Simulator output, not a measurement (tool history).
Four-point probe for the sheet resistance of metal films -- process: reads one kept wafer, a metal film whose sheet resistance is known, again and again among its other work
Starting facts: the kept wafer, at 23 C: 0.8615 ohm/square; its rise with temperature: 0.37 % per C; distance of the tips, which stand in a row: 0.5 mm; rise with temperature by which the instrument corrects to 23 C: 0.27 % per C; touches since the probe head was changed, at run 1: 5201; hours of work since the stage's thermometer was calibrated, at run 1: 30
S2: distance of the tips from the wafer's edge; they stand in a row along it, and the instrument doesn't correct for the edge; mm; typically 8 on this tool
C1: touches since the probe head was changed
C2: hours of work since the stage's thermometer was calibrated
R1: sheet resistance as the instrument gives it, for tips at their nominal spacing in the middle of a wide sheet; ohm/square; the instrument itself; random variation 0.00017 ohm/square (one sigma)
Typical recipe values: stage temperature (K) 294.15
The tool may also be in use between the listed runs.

{"run": 1, "hour": 0.0, "stage temperature (K)": 294.15, "S2": 8, "C1": 5201, "C2": 30, "R1": 0.863719}
{"run": 2, "hour": 16.0, "stage temperature (K)": 295.15, "S2": 8, "C1": 5406, "C2": 39, "R1": 0.864431}
{"run": 3, "hour": 28.1, "stage temperature (K)": 295.15, "S2": 8, "C1": 5562, "C2": 46, "R1": 0.864476}
{"run": 4, "hour": 41.4, "stage temperature (K)": 292.15, "S2": 8, "C1": 5733, "C2": 54, "R1": 0.861217}
{"run": 5, "hour": 57.3, "stage temperature (K)": 294.15, "S2": 8, "C1": 5938, "C2": 63, "R1": 0.863366}
{"run": 6, "hour": 72.8, "stage temperature (K)": 294.15, "S2": 8, "C1": 6137, "C2": 72, "R1": 0.863194}
{"run": 7, "hour": 87.8, "stage temperature (K)": 294.15, "S2": 8, "C1": 6331, "C2": 80, "R1": 0.863377}
{"run": 8, "hour": 95.8, "stage temperature (K)": 294.15, "S2": 8, "C1": 6433, "C2": 85, "R1": 0.863013}
{"run": 9, "hour": 111.1, "stage temperature (K)": 294.15, "S2": 8, "C1": 6630, "C2": 94, "R1": 0.863269}
{"run": 10, "hour": 125.4, "stage temperature (K)": 294.15, "S2": 8, "C1": 6814, "C2": 102, "R1": 0.863439}
{"run": 11, "hour": 142.3, "stage temperature (K)": 294.15, "S2": 8, "C1": 7031, "C2": 112, "R1": 0.86345}
{"run": 12, "hour": 157.1, "stage temperature (K)": 291.15, "S2": 8, "C1": 7221, "C2": 120, "R1": 0.860876}
{"run": 13, "hour": 166.2, "stage temperature (K)": 307.15, "S2": 8, "C1": 7338, "C2": 125, "R1": 0.873326}
{"run": 14, "hour": 183.3, "stage temperature (K)": 294.15, "S2": 8, "C1": 7558, "C2": 135, "R1": 0.863239}
{"run": 15, "hour": 190.6, "stage temperature (K)": 294.15, "S2": 8, "C1": 7652, "C2": 139, "R1": 0.863196}
{"hour": 191.9, "done": "stage's thermometer calibrated"}
{"run": 16, "hour": 199.2, "stage temperature (K)": 294.15, "S2": 8, "C1": 7757, "C2": 4, "R1": 0.863453}
{"run": 17, "hour": 215.7, "stage temperature (K)": 294.15, "S2": 8, "C1": 7969, "C2": 14, "R1": 0.863358}
{"run": 18, "hour": 229.3, "stage temperature (K)": 294.15, "S2": 8, "C1": 8143, "C2": 21, "R1": 0.863541}
{"run": 19, "hour": 237.7, "stage temperature (K)": 294.15, "S2": 8, "C1": 8252, "C2": 26, "R1": 0.862962}
{"run": 20, "hour": 250.0, "stage temperature (K)": 294.15, "S2": 8, "C1": 8410, "C2": 33, "R1": 0.863031}
{"run": 21, "hour": 265.1, "stage temperature (K)": 294.15, "S2": 8, "C1": 8604, "C2": 42, "R1": 0.863201}
{"run": 22, "hour": 275.8, "stage temperature (K)": 294.15, "S2": 8, "C1": 8742, "C2": 48, "R1": 0.863299}
{"hour": 285.5, "done": "stage's thermometer calibrated, once more"}
{"run": 23, "hour": 291.0, "stage temperature (K)": 294.15, "S2": 8, "C1": 8931, "C2": 3, "R1": 0.863192}
{"run": 24, "hour": 301.0, "stage temperature (K)": 302.15, "S2": 3, "C1": 9060, "C2": 9, "R1": 0.880374}
{"run": 25, "hour": 308.6, "stage temperature (K)": 297.15, "S2": 8, "C1": 9157, "C2": 13, "R1": 0.865403}
{"run": 26, "hour": 325.0, "stage temperature (K)": 306.15, "S2": 59, "C1": 9368, "C2": 23, "R1": 0.870934}
{"run": 27, "hour": 338.8, "stage temperature (K)": 292.15, "S2": 4, "C1": 9545, "C2": 31, "R1": 0.866935}
{"run": 28, "hour": 355.8, "stage temperature (K)": 306.15, "S2": 53, "C1": 9765, "C2": 40, "R1": 0.870566}
{"run": 29, "hour": 363.8, "stage temperature (K)": 294.15, "S2": 16, "C1": 9867, "C2": 45, "R1": 0.861839}
{"run": 30, "hour": 380.2, "stage temperature (K)": 302.15, "S2": 58, "C1": 10078, "C2": 54, "R1": 0.867852}
{"run": 31, "hour": 393.7, "stage temperature (K)": 302.15, "S2": 58, "C1": 10251, "C2": 62, "R1": 0.86777}
{"run": 32, "hour": 411.6, "stage temperature (K)": 299.15, "S2": 15, "C1": 10482, "C2": 72, "R1": 0.865959}
{"run": 33, "hour": 426.1, "stage temperature (K)": 298.15, "S2": 4, "C1": 10668, "C2": 81, "R1": 0.871303}
{"run": 34, "hour": 439.4, "stage temperature (K)": 304.15, "S2": 7, "C1": 10840, "C2": 88, "R1": 0.871994}
{"run": 35, "hour": 456.0, "stage temperature (K)": 308.15, "S2": 10, "C1": 11053, "C2": 98, "R1": 0.873477}
{"run": 36, "hour": 463.4, "stage temperature (K)": 308.15, "S2": 10, "C1": 11148, "C2": 102, "R1": 0.873886}
{"run": 37, "hour": 475.4, "stage temperature (K)": 297.15, "S2": 6, "C1": 11303, "C2": 109, "R1": 0.866893}
{"run": 38, "hour": 482.7, "stage temperature (K)": 300.15, "S2": 19, "C1": 11397, "C2": 113, "R1": 0.86664}
{"run": 39, "hour": 499.4, "stage temperature (K)": 293.15, "S2": 43, "C1": 11611, "C2": 123, "R1": 0.860429}
{"run": 40, "hour": 517.2, "stage temperature (K)": 297.15, "S2": 50, "C1": 11841, "C2": 133, "R1": 0.863432}
{"run": 41, "hour": 534.1, "stage temperature (K)": 300.15, "S2": 15, "C1": 12057, "C2": 142, "R1": 0.866664}
{"run": 42, "hour": 549.7, "stage temperature (K)": 296.15, "S2": 61, "C1": 12258, "C2": 151, "R1": 0.862918}
{"run": 43, "hour": 563.2, "stage temperature (K)": 296.15, "S2": 61, "C1": 12431, "C2": 159, "R1": 0.862814}
{"run": 44, "hour": 573.1, "stage temperature (K)": 298.15, "S2": 57, "C1": 12560, "C2": 165, "R1": 0.864168}
{"run": 45, "hour": 583.4, "stage temperature (K)": 298.15, "S2": 57, "C1": 12691, "C2": 171, "R1": 0.864471}
{"run": 46, "hour": 593.9, "stage temperature (K)": 298.15, "S2": 57, "C1": 12826, "C2": 177, "R1": 0.86433}

Some steps in R1, run to run, broken into two amounts with sign: the step expected even without the hidden condition (settings, incoming material, random variation), and the rest, left for the hidden condition together with whatever gauge scatter is not in both the measured and the hidden-condition-free result:
The hidden state here: inner tips' distance over the nominal, %; tips' flats over new ones', %; wafer's true temperature over the reading, C; drift of the gauge itself on sheet_ohm, %.
Run 12 -> 13: stage temperature (K) 291.15 -> 307.15. R1 +0.012450 ohm/square: hidden state +0.000009, all else +0.012441.
Run 15 -> 16: stage's thermometer calibrated. R1 +0.000257 ohm/square: hidden state +0.000101, all else +0.000156.
Run 22 -> 23: stage's thermometer calibrated, once more. R1 -0.000107 ohm/square: hidden state -0.000387, all else +0.000280.
Run 23 -> 24: stage temperature (K) 294.15 -> 302.15, S2 8 -> 3. R1 +0.017182 ohm/square: hidden state +0.000023, all else +0.017159.
Run 24 -> 25: stage temperature (K) 302.15 -> 297.15, S2 3 -> 8. R1 -0.014971 ohm/square: hidden state -0.000021, all else -0.014950.
